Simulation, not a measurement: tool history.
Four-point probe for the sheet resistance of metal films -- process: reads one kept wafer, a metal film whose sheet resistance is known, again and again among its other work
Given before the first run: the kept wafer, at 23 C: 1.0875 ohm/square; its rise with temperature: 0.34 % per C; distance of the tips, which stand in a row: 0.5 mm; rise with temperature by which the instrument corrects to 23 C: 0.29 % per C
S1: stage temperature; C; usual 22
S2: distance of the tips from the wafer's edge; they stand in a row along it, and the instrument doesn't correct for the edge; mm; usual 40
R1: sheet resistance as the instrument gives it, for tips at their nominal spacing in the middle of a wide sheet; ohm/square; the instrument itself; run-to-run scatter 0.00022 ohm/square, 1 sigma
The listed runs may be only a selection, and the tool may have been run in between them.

| run | day | S1 | S2 | R1 |
|---|---|---|---|---|
| 1 | 0.000 | 22 | 40 | 1.086151 |
|  | 2.138 | new probe head fitted |
| 2 | 4.554 | 22 | 40 | 1.086670 |
| 3 | 9.133 | 22 | 40 | 1.086489 |
| 4 | 13.658 | 22 | 40 | 1.086834 |
| 5 | 16.871 | 22 | 48 | 1.086381 |
| 6 | 22.725 | 22 | 19 | 1.086511 |
| 7 | 25.888 | 22 | 40 | 1.086095 |
| 8 | 32.096 | 22 | 40 | 1.085830 |
| 9 | 35.388 | 22 | 40 | 1.086293 |
| 10 | 39.838 | 24 | 40 | 1.086343 |
| 11 | 43.471 | 24 | 40 | 1.086317 |
| 12 | 49.017 | 22 | 40 | 1.084825 |
| 13 | 54.900 | 22 | 40 | 1.084976 |
| 14 | 59.008 | 22 | 40 | 1.085051 |
| 15 | 62.108 | 22 | 10 | 1.086336 |
|  | 64.908 | stage's thermometer calibrated |
| 16 | 65.238 | 22 | 10 | 1.085861 |
| 17 | 69.933 | 22 | 54 | 1.083927 |
| 18 | 75.817 | 22 | 40 | 1.083286 |
| 19 | 80.479 | 34 | 40 | 1.089350 |
| 20 | 84.004 | 32 | 40 | 1.088716 |
| 21 | 89.017 | 32 | 40 | 1.088569 |
|  | 90.196 | stage's thermometer calibrated, once more |
| 22 | 91.750 | 32 | 40 | 1.089043 |
| 23 | 96.625 | 26 | 7 | 1.088929 |
| 24 | 100.125 | 28 | 26 | 1.087094 |
| 25 | 105.483 | 19 | 63 | 1.082180 |
| 26 | 109.450 | 19 | 5 | 1.087860 |
| 27 | 111.950 | 19 | 13 | 1.082655 |
| 28 | 117.567 | 19 | 26 | 1.081752 |
| 29 | 123.342 | 33 | 3 | 1.104530 |
| 30 | 127.850 | 33 | 3 | 1.104135 |
| 31 | 132.438 | 31 | 38 | 1.087312 |
| 32 | 138.542 | 23 | 10 | 1.084360 |
| 33 | 144.488 | 23 | 10 | 1.084576 |
| 34 | 147.233 | 21 | 4 | 1.090627 |
| 35 | 150.483 | 22 | 10 | 1.083692 |
| 36 | 153.267 | 23 | 7 | 1.085149 |
| 37 | 159.300 | 34 | 57 | 1.087639 |
| 38 | 164.500 | 34 | 57 | 1.087002 |
|  | 167.500 | stage's thermometer calibrated |
| 39 | 169.342 | 18 | 33 | 1.080522 |
| 40 | 175.246 | 18 | 33 | 1.079966 |
|  | 175.758 | new probe head fitted |
| 41 | 179.200 | 18 | 33 | 1.086636 |
| 42 | 182.717 | 18 | 33 | 1.086836 |
| 43 | 186.883 | 34 | 70 | 1.094139 |
| 44 | 190.896 | 34 | 70 | 1.093992 |

Measured result minus the same run's result without the hidden state. Both carry the same run-to-run variation, though not necessarily the same gauge scatter:
Hidden state present: inner tips' distance over the nominal, %; tips' flats over new ones', %; wafer's true temperature over the reading, C; drift of the gauge itself on sheet_ohm, %.
| run | R1 |
|---|---|
| 1 | -0.000572 |
| 2 | -0.000067 |
| 3 | -0.000244 |
| 4 | -0.000437 |
| 5 | -0.000569 |
| 6 | -0.000798 |
| 7 | -0.000923 |
| 8 | -0.001169 |
| 9 | -0.001292 |
| 10 | -0.001464 |
| 11 | -0.001613 |
| 12 | -0.001828 |
| 13 | -0.002068 |
| 14 | -0.002229 |
| 15 | -0.002356 |
| 16 | -0.002889 |
| 17 | -0.003078 |
| 18 | -0.003306 |
| 19 | -0.003439 |
| 20 | -0.003597 |
| 21 | -0.003790 |
| 22 | -0.002586 |
| 23 | -0.002787 |
| 24 | -0.002913 |
| 25 | -0.003126 |
| 26 | -0.003301 |
| 27 | -0.003395 |
| 28 | -0.003613 |
| 29 | -0.003886 |
| 30 | -0.004065 |
| 31 | -0.004193 |
| 32 | -0.004446 |
| 33 | -0.004684 |
| 34 | -0.004827 |
| 35 | -0.004928 |
| 36 | -0.005039 |
| 37 | -0.005259 |
| 38 | -0.005467 |
| 39 | -0.004710 |
| 40 | -0.004948 |
| 41 | +0.001751 |
| 42 | +0.001621 |
| 43 | +0.001479 |
| 44 | +0.001325 |
